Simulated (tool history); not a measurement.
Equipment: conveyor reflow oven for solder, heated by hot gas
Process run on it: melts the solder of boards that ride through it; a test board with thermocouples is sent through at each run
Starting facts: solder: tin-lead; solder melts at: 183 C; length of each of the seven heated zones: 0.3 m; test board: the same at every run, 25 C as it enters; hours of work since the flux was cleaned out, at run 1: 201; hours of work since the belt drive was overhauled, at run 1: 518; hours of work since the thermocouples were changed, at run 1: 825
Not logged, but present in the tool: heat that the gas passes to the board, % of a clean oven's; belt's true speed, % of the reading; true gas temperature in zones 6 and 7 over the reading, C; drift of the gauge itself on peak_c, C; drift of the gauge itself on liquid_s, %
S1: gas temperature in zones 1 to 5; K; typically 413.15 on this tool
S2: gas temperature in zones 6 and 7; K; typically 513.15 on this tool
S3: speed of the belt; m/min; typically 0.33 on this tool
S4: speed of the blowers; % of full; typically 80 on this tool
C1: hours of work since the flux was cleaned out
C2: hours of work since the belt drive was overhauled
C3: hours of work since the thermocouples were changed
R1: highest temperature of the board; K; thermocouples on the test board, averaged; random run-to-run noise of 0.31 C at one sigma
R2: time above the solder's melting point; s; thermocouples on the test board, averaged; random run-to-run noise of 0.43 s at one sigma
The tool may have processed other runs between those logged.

run   hour      S1      S2     S3  S4   C1   C2   C3      R1     R2
  1      0  413.15  513.15   0.33  80  201  518  825  502.25   95.8
  2   18.3  413.15  513.15   0.33  54  210  527  834  496.65   90.2
  3   34.6  413.15  513.15   0.33  54  218  535  842  496.95     90
  4   50.2  410.15  513.15   0.33  54  226  543  849  497.05     88
      71.6  -- thermocouples of zones 6 and 7 changed
  5   74.4  421.15  513.15   0.33  54  237  553    1  495.45     93
  6   92.6  421.15  513.15   0.33  59  245  562   10  496.45   93.7
  7  115.6  421.15  513.15   0.33  59  257  573   21  496.75   93.8
  8  146.4  411.15  513.15   0.33  80  272  588   36  497.85   91.1
  9  170.8  413.15  513.15   0.33  60  283  600   48  494.65   88.1
 10  202.3  413.15  513.15   0.33  60  299  616   64  494.75   87.8
 11  225.6  420.15  513.15   0.33  80  310  627   75  499.55   97.1
 12  251.3  404.15  513.15   0.33  80  323  639   87  497.05   85.9
 13  281.5  404.15  513.15   0.33  80  337  654  102  496.85   86.8
 14  300.1  413.15  513.15   0.33  80  346  663  111  498.35     92
     323.2  -- flux residue cleaned out of gas plates and filters
 15  332.5  413.15  513.15   0.33  80    5  676  124  501.15   95.2
 16  357.8  413.15  513.15   0.33  80   17  689  137  500.95   95.1
 17  372.7  413.15  513.15   0.33  54   24  696  144  496.05   89.6
 18  401.2  413.15  513.15   0.33  54   38  710  158  495.35   88.5
 19  421.3  413.15  504.15  0.279  80   48  720  168  495.95  110.4
 20  438.3  413.15  501.15  0.279  80   56  728  176  493.95  107.1
 21  467.8  417.15  501.15  0.279  82   70  742  190  494.35  110.8
 22  498.2  417.15  501.15  0.279  82   85  757  205  494.65  110.5
 23  518.1  413.15  516.15   0.33  58   95  767  215  499.35   93.7
 24  531.2  406.15  516.15   0.33  62  101  773  221  498.75   89.5
 25  557.2  406.15  516.15   0.33  62  114  786  234  499.05   88.6
 26  585.3  400.15  521.15  0.316  64  127  799  247  504.25   95.6
 27  614.8  400.15  515.15  0.316  64  142  814  262  498.55   91.1
 28  632.2  400.15  515.15  0.316  64  150  822  270  499.05   91.1
 29  656.6  400.15  515.15  0.316  64  162  834  282  498.65   90.4
 30  670.2  426.15  510.15  0.277  51  169  840  288  499.55  119.9
 31  686.9  410.15  513.15   0.33  80  177  849  297  499.95   92.3
 32  701.7  401.15  515.15  0.266  64  184  856  304  504.15  114.9

Selected run-to-run steps in R1, each split into two signed amounts: the part the tool would show with no hidden state at all (from settings, incoming material and random variation), and the remainder, which goes to the hidden state together with any gauge scatter not common to the measured and the hidden-state-free results:
Run 1 -> 2: S4 80 -> 54. R1 -5.6 K: hidden state +0, all else -5.6.
Run 4 -> 5: S1 410.15 -> 421.15, thermocouples of zones 6 and 7 changed. R1 -1.6 K: hidden state -3.1, all else +1.5.
Run 7 -> 8: S1 421.15 -> 411.15, S4 59 -> 80. R1 +1.1 K: hidden state -0.5, all else +1.6.
Run 14 -> 15: flux residue cleaned out of gas plates and filters. R1 +2.8 K: hidden state +2.9, all else -0.1.
Run 25 -> 26: S1 406.15 -> 400.15, S2 516.15 -> 521.15, S3 0.33 -> 0.316, S4 62 -> 64. R1 +5.2 K: hidden state -0.1, all else +5.3.
Run 26 -> 27: S2 521.15 -> 515.15. R1 -5.7 K: hidden state +0, all else -5.7.
